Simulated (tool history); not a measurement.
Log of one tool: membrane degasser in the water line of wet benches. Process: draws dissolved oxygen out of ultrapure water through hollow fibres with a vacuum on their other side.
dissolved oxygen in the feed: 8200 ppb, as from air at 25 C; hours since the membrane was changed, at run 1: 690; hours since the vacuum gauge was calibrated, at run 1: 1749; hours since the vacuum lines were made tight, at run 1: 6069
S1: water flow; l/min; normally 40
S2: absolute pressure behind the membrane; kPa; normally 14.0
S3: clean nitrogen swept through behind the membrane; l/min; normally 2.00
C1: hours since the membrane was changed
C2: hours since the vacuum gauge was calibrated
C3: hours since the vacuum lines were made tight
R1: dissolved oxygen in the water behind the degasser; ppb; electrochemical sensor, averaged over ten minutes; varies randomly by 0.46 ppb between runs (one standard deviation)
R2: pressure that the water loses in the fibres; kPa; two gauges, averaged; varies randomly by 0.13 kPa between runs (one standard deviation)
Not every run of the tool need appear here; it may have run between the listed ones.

run 1 hour=0.0 | S1=40 S2=14.0 S3=2.00 | C1=690 C2=1749 C3=6069 | R1=470.7 R2=36.25
run 2 hour=28.8 | S1=40 S2=14.0 S3=2.00 | C1=719 C2=1778 C3=6098 | R1=470.9 R2=36.30
run 3 hour=55.8 | S1=40 S2=14.0 S3=2.00 | C1=746 C2=1805 C3=6125 | R1=470.7 R2=36.22
run 4 hour=79.1 | S1=40 S2=14.0 S3=2.00 | C1=769 C2=1828 C3=6148 | R1=470.3 R2=36.21
run 5 hour=111.4 | S1=40 S2=14.0 S3=2.00 | C1=801 C2=1860 C3=6180 | R1=470.8 R2=36.12
run 6 hour=131.1 | S1=40 S2=14.0 S3=2.00 | C1=821 C2=1880 C3=6200 | R1=470.2 R2=36.26
run 7 hour=163.6 | S1=40 S2=14.0 S3=2.00 | C1=853 C2=1912 C3=6233 | R1=471.1 R2=36.33
run 8 hour=209.2 | S1=40 S2=14.0 S3=5.60 | C1=899 C2=1958 C3=6278 | R1=193.8 R2=35.92
run 9 hour=251.1 | S1=40 S2=14.0 S3=5.60 | C1=941 C2=2000 C3=6320 | R1=193.8 R2=36.40
run 10 hour=284.7 | S1=40 S2=14.0 S3=5.60 | C1=975 C2=2033 C3=6354 | R1=193.6 R2=36.45
run 11 hour=317.1 | S1=40 S2=14.0 S3=2.00 | C1=1007 C2=2066 C3=6386 | R1=471.0 R2=36.02
run 12 hour=350.2 | S1=40 S2=14.0 S3=2.00 | C1=1040 C2=2099 C3=6419 | R1=472.1 R2=36.49
run 13 hour=373.5 | S1=40 S2=14.0 S3=2.00 | C1=1063 C2=2122 C3=6442 | R1=471.4 R2=36.03
-- hour=378.2 vacuum gauge calibrated
run 14 hour=404.0 | S1=40 S2=14.0 S3=2.00 | C1=1093 C2=26 C3=6472 | R1=472.1 R2=36.30
run 15 hour=444.5 | S1=40 S2=14.0 S3=2.00 | C1=1134 C2=66 C3=6513 | R1=472.5 R2=36.31
-- hour=486.4 vacuum gauge calibrated, once more
run 16 hour=488.6 | S1=40 S2=14.0 S3=3.08 | C1=1177 C2=2 C3=6557 | R1=326.0 R2=36.54
run 17 hour=532.6 | S1=40 S2=14.0 S3=3.08 | C1=1221 C2=46 C3=6600 | R1=325.8 R2=36.43
run 18 hour=554.4 | S1=40 S2=14.0 S3=3.08 | C1=1243 C2=68 C3=6622 | R1=325.5 R2=36.46
run 19 hour=593.9 | S1=40 S2=14.0 S3=3.08 | C1=1283 C2=108 C3=6662 | R1=325.4 R2=36.42
run 20 hour=617.6 | S1=64 S2=14.0 S3=4.89 | C1=1306 C2=131 C3=6686 | R1=353.5 R2=58.27
run 21 hour=651.0 | S1=64 S2=14.0 S3=4.89 | C1=1340 C2=165 C3=6719 | R1=353.7 R2=58.37
run 22 hour=692.8 | S1=64 S2=14.0 S3=4.89 | C1=1382 C2=206 C3=6761 | R1=353.9 R2=58.02
run 23 hour=718.7 | S1=54 S2=14.0 S3=5.32 | C1=1408 C2=232 C3=6787 | R1=276.5 R2=49.15
run 24 hour=752.3 | S1=56 S2=17.6 S3=5.31 | C1=1441 C2=266 C3=6820 | R1=370.6 R2=50.68
run 25 hour=785.6 | S1=56 S2=25.4 S3=2.38 | C1=1474 C2=299 C3=6853 | R1=1042.0 R2=50.97
run 26 hour=809.8 | S1=56 S2=25.4 S3=2.38 | C1=1499 C2=323 C3=6878 | R1=1041.5 R2=50.70
run 27 hour=846.8 | S1=26 S2=14.0 S3=1.20 | C1=1536 C2=360 C3=6915 | R1=495.2 R2=23.50
run 28 hour=873.5 | S1=37 S2=10.3 S3=1.57 | C1=1562 C2=387 C3=6941 | R1=362.3 R2=33.78
run 29 hour=919.1 | S1=47 S2=16.7 S3=1.02 | C1=1608 C2=433 C3=6987 | R1=1098.5 R2=42.68
run 30 hour=942.0 | S1=47 S2=16.7 S3=1.02 | C1=1631 C2=456 C3=7010 | R1=1098.8 R2=42.44
run 31 hour=974.4 | S1=30 S2=34.6 S3=2.00 | C1=1663 C2=488 C3=7042 | R1=974.2 R2=27.13
run 32 hour=1004.2 | S1=40 S2=14.0 S3=5.34 | C1=1693 C2=518 C3=7072 | R1=201.9 R2=36.46
run 33 hour=1044.3 | S1=40 S2=14.0 S3=5.34 | C1=1733 C2=558 C3=7112 | R1=201.9 R2=36.42

3 options for the next run, each taken on its own from the tool as it stands now. Forecast them:
run A hour=1069.6 | S1=40 S2=17.7 S3=5.35 | C1=1758 C2=583 C3=7137 | R1=? R2=?
run B hour=1069.6 | S1=31 S2=21.5 S3=2.00 | C1=1758 C2=583 C3=7137 | R1=? R2=?
run C hour=1069.6 | S1=40 S2=14.0 S3=1.42 | C1=1758 C2=583 C3=7137 | R1=? R2=?

run=A R1=265.1 R2=36.34
run=B R1=615.3 R2=28.35
run=C R1=619.3 R2=36.68
What these runs would have given with no unlogged condition in the tool:
run=A R1=262.5 R2=36.00
run=B R1=610.6 R2=28.09
run=C R1=615.8 R2=36.35
